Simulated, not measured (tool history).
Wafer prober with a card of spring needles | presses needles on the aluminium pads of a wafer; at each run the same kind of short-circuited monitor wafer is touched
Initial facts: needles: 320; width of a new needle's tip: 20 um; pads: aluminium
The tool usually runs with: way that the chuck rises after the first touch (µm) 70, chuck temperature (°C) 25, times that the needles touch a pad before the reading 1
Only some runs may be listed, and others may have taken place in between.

run	hour	way that the chuck rises after the first touch (µm)	chuck temperature (°C)	times that the needles touch a pad before the reading	resistance of one needle with its contact and lead (mohm)	way that a needle slides on the pad (µm)
1	0.0	70	25	1	350	12.07
# hour 11.6: tips cleaned on abrasive film
# hour 38.8: tips cleaned on abrasive film
# hour 62.7: tips cleaned on abrasive film
2	65.6	52	25	1	289	8.91
# hour 71.7: height of the first contact set anew
# hour 89.5: tips cleaned on abrasive film
3	111.7	52	25	1	449	8.84
# hour 117.1: tips cleaned on abrasive film
# hour 144.7: tips cleaned on abrasive film
4	162.3	70	41	1	349	11.93
# hour 174.0: tips cleaned on abrasive film
# hour 198.3: tips cleaned on abrasive film
5	213.1	70	41	1	335	11.91
# hour 225.4: tips cleaned on abrasive film
# hour 251.6: tips cleaned on abrasive film
6	269.7	89	25	1	316	15.20
# hour 275.4: tips cleaned on abrasive film
# hour 304.6: tips cleaned on abrasive film
7	311.4	89	25	1	281	15.19
# hour 330.2: tips cleaned on abrasive film
# hour 357.3: tips cleaned on abrasive film
# hour 382.7: tips cleaned on abrasive film
8	384.7	89	25	1	255	15.15
# hour 394.1: height of the first contact set anew, once more
# hour 412.4: tips cleaned on abrasive film
# hour 438.2: tips cleaned on abrasive film
9	450.5	89	25	1	298	15.49
# hour 462.4: tips cleaned on abrasive film
# hour 489.2: tips cleaned on abrasive film
10	510.9	70	122	1	365	12.14
# hour 514.8: tips cleaned on abrasive film
# hour 541.3: tips cleaned on abrasive film
# hour 569.0: tips cleaned on abrasive film
11	578.8	70	25	2	289	12.11
# hour 596.0: tips cleaned on abrasive film
# hour 625.1: tips cleaned on abrasive film
# hour 652.5: tips cleaned on abrasive film
12	652.5	70	25	2	248	12.06
# hour 679.5: tips cleaned on abrasive film
# hour 704.1: tips cleaned on abrasive film
13	707.6	70	25	2	268	12.05
# hour 731.2: tips cleaned on abrasive film
# hour 755.5: tips cleaned on abrasive film
14	755.5	70	25	1	253	12.04
# hour 779.8: tips cleaned on abrasive film
# hour 806.1: tips cleaned on abrasive film
# hour 832.6: tips cleaned on abrasive film
15	832.6	87	25	1	245	14.97
# hour 836.8: height of the first contact set anew
# hour 859.5: tips cleaned on abrasive film
16	870.2	87	25	1	291	15.15
# hour 886.0: tips cleaned on abrasive film
# hour 912.7: tips cleaned on abrasive film
17	925.1	87	25	1	302	15.12
# hour 940.4: tips cleaned on abrasive film
18	957.6	86	25	2	290	14.94
# hour 967.8: tips cleaned on abrasive film
# hour 995.9: tips cleaned on abrasive film
# hour 1022.5: tips cleaned on abrasive film
19	1022.5	71	63	1	268	12.32
# hour 1047.7: tips cleaned on abrasive film
# hour 1074.7: tips cleaned on abrasive film
# hour 1101.7: tips cleaned on abrasive film
20	1101.7	66	25	1	251	11.40
# hour 1126.3: tips cleaned on abrasive film
# hour 1152.0: tips cleaned on abrasive film
21	1163.5	50	78	1	393	8.59
# hour 1180.1: tips cleaned on abrasive film
# hour 1205.7: tips cleaned on abrasive film
22	1219.1	50	78	1	415	8.57
# hour 1230.9: tips cleaned on abrasive film
# hour 1257.2: tips cleaned on abrasive film
23	1259.1	57	33	2	272	9.75
# hour 1280.8: height of the first contact set anew
# hour 1286.3: tips cleaned on abrasive film
# hour 1314.0: tips cleaned on abrasive film
24	1333.2	69	28	1	362	12.00
# hour 1340.3: tips cleaned on abrasive film
# hour 1366.8: tips cleaned on abrasive film
# hour 1393.5: tips cleaned on abrasive film
25	1397.2	55	25	1	322	9.53
# hour 1417.9: tips cleaned on abrasive film
# hour 1445.8: tips cleaned on abrasive film
# hour 1470.0: tips cleaned on abrasive film
26	1470.0	78	54	2	259	13.51
# hour 1497.5: tips cleaned on abrasive film
# hour 1525.8: tips cleaned on abrasive film
27	1538.6	79	32	2	295	13.64
# hour 1552.4: tips cleaned on abrasive film
# hour 1577.5: tips cleaned on abrasive film
28	1598.7	79	32	2	309	13.64
# hour 1604.3: tips cleaned on abrasive film
# hour 1628.4: tips cleaned on abrasive film
29	1639.5	79	32	2	281	13.63

Below are 3 alternative next runs, each starting from the tool's condition after run 29. Predict each:
# hour 1655.1: tips cleaned on abrasive film
# hour 1683.8: tips cleaned on abrasive film
A	1690.0	57	50	2	?	?
# hour 1655.1: tips cleaned on abrasive film
# hour 1683.8: tips cleaned on abrasive film
B	1690.0	81	96	2	?	?
# hour 1655.1: tips cleaned on abrasive film
# hour 1683.8: tips cleaned on abrasive film
C	1690.0	79	32	2	?	?

run	resistance of one needle with its contact and lead (mohm)	way that a needle slides on the pad (µm)
A	314	9.77
B	289	13.95
C	274	13.61
What these runs would have given with no unlogged condition in the tool:
run	resistance of one needle with its contact and lead (mohm)	way that a needle slides on the pad (µm)
A	258	9.94
B	262	14.12
C	243	13.78
